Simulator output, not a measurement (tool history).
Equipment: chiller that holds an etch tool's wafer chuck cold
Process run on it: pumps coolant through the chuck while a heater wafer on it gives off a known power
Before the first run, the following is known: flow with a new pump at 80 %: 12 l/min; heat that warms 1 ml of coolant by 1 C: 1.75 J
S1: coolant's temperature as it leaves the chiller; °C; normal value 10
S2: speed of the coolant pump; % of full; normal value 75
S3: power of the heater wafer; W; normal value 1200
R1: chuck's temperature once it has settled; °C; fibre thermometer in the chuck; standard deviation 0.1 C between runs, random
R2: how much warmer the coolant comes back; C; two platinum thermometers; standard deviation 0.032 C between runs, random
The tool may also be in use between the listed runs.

run 1 hour=0 | S1=10 S2=75 S3=1200 | R1=20 R2=3.68
run 2 hour=63.3 | S1=10 S2=75 S3=1200 | R1=20.1 R2=3.61
run 3 hour=93.8 | S1=10 S2=75 S3=1200 | R1=20 R2=3.65
run 4 hour=123.5 | S1=10 S2=75 S3=1200 | R1=20.1 R2=3.68
run 5 hour=162.5 | S1=10 S2=75 S3=1200 | R1=19.8 R2=3.65
run 6 hour=227.2 | S1=10 S2=94 S3=1200 | R1=18.3 R2=2.94
run 7 hour=274.2 | S1=10 S2=83 S3=1200 | R1=19.2 R2=3.37
run 8 hour=318 | S1=10 S2=83 S3=1200 | R1=19.2 R2=3.35
run 9 hour=385.1 | S1=10 S2=83 S3=1200 | R1=19.2 R2=3.36
-- hour=395.5 coolant pump overhauled
run 10 hour=446.4 | S1=10 S2=75 S3=1200 | R1=19.9 R2=3.65
run 11 hour=476.5 | S1=10 S2=75 S3=1200 | R1=20 R2=3.72
run 12 hour=523.5 | S1=10 S2=75 S3=1200 | R1=20.3 R2=3.78
run 13 hour=563.1 | S1=10 S2=75 S3=1200 | R1=20.3 R2=3.69
run 14 hour=619.3 | S1=10 S2=75 S3=1200 | R1=20.3 R2=3.69
run 15 hour=680.1 | S1=10 S2=75 S3=1200 | R1=20.3 R2=3.72
run 16 hour=725.6 | S1=10 S2=75 S3=1200 | R1=20.2 R2=3.73
run 17 hour=767.1 | S1=10 S2=75 S3=1200 | R1=20.3 R2=3.74
-- hour=789.6 coolant pump overhauled, once more
run 18 hour=821 | S1=10 S2=75 S3=1200 | R1=20.1 R2=3.59
run 19 hour=882.4 | S1=10 S2=75 S3=1200 | R1=19.9 R2=3.65
run 20 hour=949.4 | S1=13 S2=70 S3=771 | R1=19.9 R2=2.49
run 21 hour=983.9 | S1=2 S2=93 S3=841 | R1=7.9 R2=2.1
run 22 hour=1045.3 | S1=5 S2=81 S3=1082 | R1=13.6 R2=3.06
run 23 hour=1074.4 | S1=5 S2=71 S3=1467 | R1=18.2 R2=4.7
run 24 hour=1128 | S1=5 S2=71 S3=1467 | R1=18.3 R2=4.68
run 25 hour=1171.9 | S1=9 S2=98 S3=1467 | R1=18.8 R2=3.41
run 26 hour=1235.7 | S1=9 S2=98 S3=1467 | R1=18.8 R2=3.37
run 27 hour=1302.3 | S1=10 S2=80 S3=790 | R1=16.4 R2=2.15
run 28 hour=1331.4 | S1=10 S2=80 S3=790 | R1=16.5 R2=2.22
run 29 hour=1363.8 | S1=15 S2=75 S3=725 | R1=21 R2=2.22
run 30 hour=1398.2 | S1=12 S2=75 S3=1547 | R1=25.2 R2=4.71
run 31 hour=1465.8 | S1=19 S2=75 S3=1200 | R1=29.2 R2=3.7
run 32 hour=1520.8 | S1=10 S2=79 S3=1731 | R1=24.5 R2=4.99
run 33 hour=1571.2 | S1=10 S2=79 S3=1731 | R1=24.3 R2=5.06

The logged runs with the hidden state left out (each run's random variation unchanged):
The hidden state here: heat passed by the chuck's channels, % of clean ones'; flow at a given pump speed, % of a new pump's; coolant's true temperature over the reading, C; drift of the gauge itself on chuck_c, C; drift of the gauge itself on warmer_back_c, C.
run=1 R1=19 R2=3.65
run=2 R1=19 R2=3.58
run=3 R1=19 R2=3.62
run=4 R1=19 R2=3.64
run=5 R1=18.7 R2=3.62
run=6 R1=17.4 R2=2.91
run=7 R1=18.2 R2=3.33
run=8 R1=18.1 R2=3.31
run=9 R1=18.1 R2=3.32
run=10 R1=18.6 R2=3.6
run=11 R1=18.8 R2=3.67
run=12 R1=19 R2=3.72
run=13 R1=19 R2=3.63
run=14 R1=19 R2=3.63
run=15 R1=19 R2=3.66
run=16 R1=18.8 R2=3.66
run=17 R1=18.9 R2=3.67
run=18 R1=18.9 R2=3.6
run=19 R1=18.7 R2=3.66
run=20 R1=19 R2=2.49
run=21 R1=7.2 R2=2.1
run=22 R1=12.5 R2=3.06
run=23 R1=16.6 R2=4.7
run=24 R1=16.6 R2=4.68
run=25 R1=17.5 R2=3.41
run=26 R1=17.5 R2=3.37
run=27 R1=15.6 R2=2.15
run=28 R1=15.6 R2=2.22
run=29 R1=20.2 R2=2.22
run=30 R1=23.4 R2=4.7
run=31 R1=27.8 R2=3.69
run=32 R1=22.5 R2=4.97
run=33 R1=22.3 R2=5.04
